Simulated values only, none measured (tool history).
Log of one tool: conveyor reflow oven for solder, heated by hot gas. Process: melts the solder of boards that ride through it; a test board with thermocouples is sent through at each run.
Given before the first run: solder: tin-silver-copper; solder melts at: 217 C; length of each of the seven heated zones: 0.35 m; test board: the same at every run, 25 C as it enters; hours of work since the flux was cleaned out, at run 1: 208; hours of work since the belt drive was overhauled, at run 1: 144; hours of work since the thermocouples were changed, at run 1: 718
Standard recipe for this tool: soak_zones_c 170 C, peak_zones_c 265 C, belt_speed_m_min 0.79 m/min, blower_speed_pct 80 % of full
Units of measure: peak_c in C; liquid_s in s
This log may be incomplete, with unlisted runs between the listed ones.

run   hour  soak_zones_c  peak_zones_c  belt_speed_m_min  blower_speed_pct  hours of work since the flux was cleaned out  hours of work since the belt drive was overhauled  hours of work since the thermocouples were changed  peak_c  liquid_s
  1      0           170           265              0.79                80                                           208                                                144                                                 718     250      38.3
  2   51.8           170           265              0.79                85                                           237                                                172                                                 747   251.1        39
  3  109.4           170           265              0.79                80                                           268                                                204                                                 778     250      37.8
  4    137           168           265              0.79                80                                           283                                                219                                                 793   248.7      37.1
  5  168.2           170           265              0.79                80                                           300                                                236                                                 810   249.7      38.1
  6  204.7           157           265             0.724                74                                           320                                                256                                                 830   248.3      37.8
  7  268.2           183           260               0.9                55                                           354                                                290                                                 864   236.2        25
  8  326.5           164           261              0.79                80                                           386                                                322                                                 896   243.5      33.1
  9  387.1           164           261              0.79                80                                           419                                                355                                                 929   243.7      32.8
     420.3  -- thermocouples of zones 6 and 7 changed
 10  444.9           170           257              0.93                65                                           449                                                385                                                  13   233.6        21

Describe how what the log doesn't record of the tool's condition differs between the last listed run preceding each entry between runs and the first listed run following it.
Logged between run 9 and run 10: thermocouples of zones 6 and 7 changed (hour 420.3)
  heat that the gas passes to the board, % of a clean oven's: 87.8 -> 87; belt's true speed, % of the reading: 99.65 -> 99.62; true gas temperature in zones 6 and 7 over the reading, C: -2.97 -> 0.42
  measured value less the no-hidden-state value, peak_c: -5.6 -> -2.9 C; liquid_s: -3.9 -> -2.9 s
